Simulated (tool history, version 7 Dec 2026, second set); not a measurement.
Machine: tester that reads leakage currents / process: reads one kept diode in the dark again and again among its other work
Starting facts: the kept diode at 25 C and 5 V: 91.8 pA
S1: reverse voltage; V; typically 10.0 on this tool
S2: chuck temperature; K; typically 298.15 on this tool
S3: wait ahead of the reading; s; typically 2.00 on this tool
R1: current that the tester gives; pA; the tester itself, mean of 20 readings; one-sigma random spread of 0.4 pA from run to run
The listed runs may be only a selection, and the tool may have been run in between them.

{"run": 1, "hour": 0.0, "S1": 10.0, "S2": 298.15, "S3": 2.0, "R1": 133.14}
{"run": 2, "hour": 44.0, "S1": 10.0, "S2": 298.15, "S3": 2.0, "R1": 132.72}
{"run": 3, "hour": 87.5, "S1": 10.0, "S2": 298.15, "S3": 2.0, "R1": 134.06}
{"run": 4, "hour": 121.7, "S1": 10.0, "S2": 294.15, "S3": 2.0, "R1": 95.45}
{"run": 5, "hour": 187.5, "S1": 10.0, "S2": 294.15, "S3": 2.0, "R1": 95.07}
{"run": 6, "hour": 235.7, "S1": 10.0, "S2": 294.15, "S3": 2.0, "R1": 95.88}
{"run": 7, "hour": 271.9, "S1": 10.0, "S2": 294.15, "S3": 2.0, "R1": 95.68}
{"run": 8, "hour": 313.6, "S1": 10.0, "S2": 294.15, "S3": 2.0, "R1": 96.1}
{"run": 9, "hour": 364.4, "S1": 3.3, "S2": 298.15, "S3": 2.0, "R1": 74.04}
{"run": 10, "hour": 429.7, "S1": 10.0, "S2": 298.15, "S3": 1.87, "R1": 133.17}
{"run": 11, "hour": 473.6, "S1": 10.0, "S2": 305.15, "S3": 2.0, "R1": 236.44}
{"run": 12, "hour": 529.4, "S1": 10.0, "S2": 305.15, "S3": 2.0, "R1": 236.22}
{"run": 13, "hour": 566.2, "S1": 10.0, "S2": 305.15, "S3": 2.0, "R1": 235.93}
{"run": 14, "hour": 627.7, "S1": 10.0, "S2": 305.15, "S3": 2.0, "R1": 234.78}
{"run": 15, "hour": 660.5, "S1": 10.0, "S2": 298.15, "S3": 4.47, "R1": 132.62}
{"run": 16, "hour": 708.9, "S1": 1.4, "S2": 298.15, "S3": 4.47, "R1": 46.67}
{"run": 17, "hour": 769.7, "S1": 1.4, "S2": 298.15, "S3": 4.47, "R1": 46.34}
{"run": 18, "hour": 836.4, "S1": 10.0, "S2": 323.15, "S3": 1.0, "R1": 939.71}
{"run": 19, "hour": 901.1, "S1": 8.6, "S2": 316.15, "S3": 9.43, "R1": 511.78}
{"run": 20, "hour": 958.8, "S1": 11.8, "S2": 298.15, "S3": 4.95, "R1": 145.22}
{"run": 21, "hour": 1024.2, "S1": 4.9, "S2": 328.15, "S3": 7.56, "R1": 925.93}
{"hour": 1031.1, "done": "probe card cleaned and baked"}
{"run": 22, "hour": 1084.7, "S1": 4.9, "S2": 328.15, "S3": 1.3, "R1": 930.68}
{"run": 23, "hour": 1122.4, "S1": 1.4, "S2": 329.15, "S3": 2.24, "R1": 526.28}
{"run": 24, "hour": 1164.3, "S1": 1.4, "S2": 329.15, "S3": 2.24, "R1": 520.64}
{"run": 25, "hour": 1220.4, "S1": 1.4, "S2": 322.15, "S3": 3.93, "R1": 311.5}
{"run": 26, "hour": 1258.6, "S1": 5.0, "S2": 294.15, "S3": 9.69, "R1": 68.54}
{"hour": 1317.5, "done": "probe card cleaned and baked, once more"}
{"run": 27, "hour": 1321.3, "S1": 10.0, "S2": 294.15, "S3": 2.0, "R1": 83.93}
{"run": 28, "hour": 1389.6, "S1": 10.0, "S2": 294.15, "S3": 2.0, "R1": 83.79}
{"run": 29, "hour": 1419.4, "S1": 10.0, "S2": 294.15, "S3": 2.0, "R1": 84.18}

A few steps of R1 between consecutive runs. Split each: what settings, incoming material and random variation would produce without the hidden state, and what is left over for the hidden state, along with gauge scatter present in only one of the two compared results (measured, and without hidden state):
The tool's hidden condition here consists of: stray current of the dirty probe card, pA a volt; current scale over the true one, %; true chuck temperature over the reading, C; drift of the gauge itself on leakage_pa, %.
Run 17 -> 18: S1 1.4 -> 10.0, S2 298.15 -> 323.15, S3 4.47 -> 1.00. R1 +893.37 pA: hidden state -47.47, all else +940.84.
Run 20 -> 21: S1 11.8 -> 4.9, S2 298.15 -> 328.15, S3 4.95 -> 7.56. R1 +780.71 pA: hidden state -64.87, all else +845.58.
